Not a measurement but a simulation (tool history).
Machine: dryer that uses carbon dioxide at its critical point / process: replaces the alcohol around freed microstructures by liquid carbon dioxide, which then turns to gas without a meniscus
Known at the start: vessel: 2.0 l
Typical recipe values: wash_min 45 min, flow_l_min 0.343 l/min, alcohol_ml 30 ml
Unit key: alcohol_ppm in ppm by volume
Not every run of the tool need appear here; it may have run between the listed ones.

run 1 day=0.000 | wash_min=45 flow_l_min=0.343 alcohol_ml=30 | alcohol_ppm=54
run 2 day=0.658 | wash_min=45 flow_l_min=0.343 alcohol_ml=30 | alcohol_ppm=49
run 3 day=1.058 | wash_min=27 flow_l_min=0.343 alcohol_ml=30 | alcohol_ppm=480
run 4 day=1.396 | wash_min=48 flow_l_min=0.343 alcohol_ml=30 | alcohol_ppm=40
run 5 day=2.146 | wash_min=48 flow_l_min=0.343 alcohol_ml=30 | alcohol_ppm=38
run 6 day=2.571 | wash_min=48 flow_l_min=0.343 alcohol_ml=30 | alcohol_ppm=46
run 7 day=3.117 | wash_min=48 flow_l_min=0.343 alcohol_ml=30 | alcohol_ppm=44
run 8 day=3.533 | wash_min=48 flow_l_min=0.343 alcohol_ml=30 | alcohol_ppm=44
-- day=4.221 inlet filter changed
run 9 day=4.279 | wash_min=48 flow_l_min=0.343 alcohol_ml=30 | alcohol_ppm=22
run 10 day=4.592 | wash_min=31 flow_l_min=0.343 alcohol_ml=30 | alcohol_ppm=174
run 11 day=5.271 | wash_min=31 flow_l_min=0.343 alcohol_ml=30 | alcohol_ppm=178
run 12 day=5.738 | wash_min=45 flow_l_min=0.343 alcohol_ml=30 | alcohol_ppm=43
run 13 day=6.446 | wash_min=50 flow_l_min=0.343 alcohol_ml=30 | alcohol_ppm=17
run 14 day=6.975 | wash_min=45 flow_l_min=0.241 alcohol_ml=30 | alcohol_ppm=171
run 15 day=7.442 | wash_min=45 flow_l_min=0.241 alcohol_ml=30 | alcohol_ppm=165
run 16 day=7.804 | wash_min=45 flow_l_min=0.241 alcohol_ml=30 | alcohol_ppm=176
run 17 day=8.408 | wash_min=27 flow_l_min=0.411 alcohol_ml=113 | alcohol_ppm=590
run 18 day=9.071 | wash_min=27 flow_l_min=0.411 alcohol_ml=113 | alcohol_ppm=602
run 19 day=9.558 | wash_min=27 flow_l_min=0.411 alcohol_ml=113 | alcohol_ppm=627
run 20 day=10.254 | wash_min=60 flow_l_min=0.220 alcohol_ml=24 | alcohol_ppm=69
run 21 day=10.742 | wash_min=27 flow_l_min=0.237 alcohol_ml=82 | alcohol_ppm=3002
run 22 day=11.396 | wash_min=34 flow_l_min=0.307 alcohol_ml=32 | alcohol_ppm=243
run 23 day=11.717 | wash_min=35 flow_l_min=0.363 alcohol_ml=20 | alcohol_ppm=73
run 24 day=12.471 | wash_min=35 flow_l_min=0.363 alcohol_ml=20 | alcohol_ppm=75
run 25 day=12.800 | wash_min=45 flow_l_min=0.463 alcohol_ml=30 | alcohol_ppm=20
run 26 day=13.154 | wash_min=45 flow_l_min=0.463 alcohol_ml=30 | alcohol_ppm=19
run 27 day=13.817 | wash_min=45 flow_l_min=0.463 alcohol_ml=30 | alcohol_ppm=16
run 28 day=14.367 | wash_min=65 flow_l_min=0.305 alcohol_ml=108 | alcohol_ppm=41
run 29 day=14.725 | wash_min=65 flow_l_min=0.305 alcohol_ml=118 | alcohol_ppm=39

Here are 3 independent what-if runs from the current tool condition. What would each one return?
run A day=15.188 | wash_min=58 flow_l_min=0.305 alcohol_ml=118 | alcohol_ppm=?
run B day=15.188 | wash_min=70 flow_l_min=0.343 alcohol_ml=30 | alcohol_ppm=?
run C day=15.188 | wash_min=42 flow_l_min=0.507 alcohol_ml=35 | alcohol_ppm=?

run=A alcohol_ppm=76
run=B alcohol_ppm=12
run=C alcohol_ppm=15
Take away the tool's hidden state, keep each run's random variation, and the runs would have read:
run=A alcohol_ppm=39
run=B alcohol_ppm=1
run=C alcohol_ppm=3
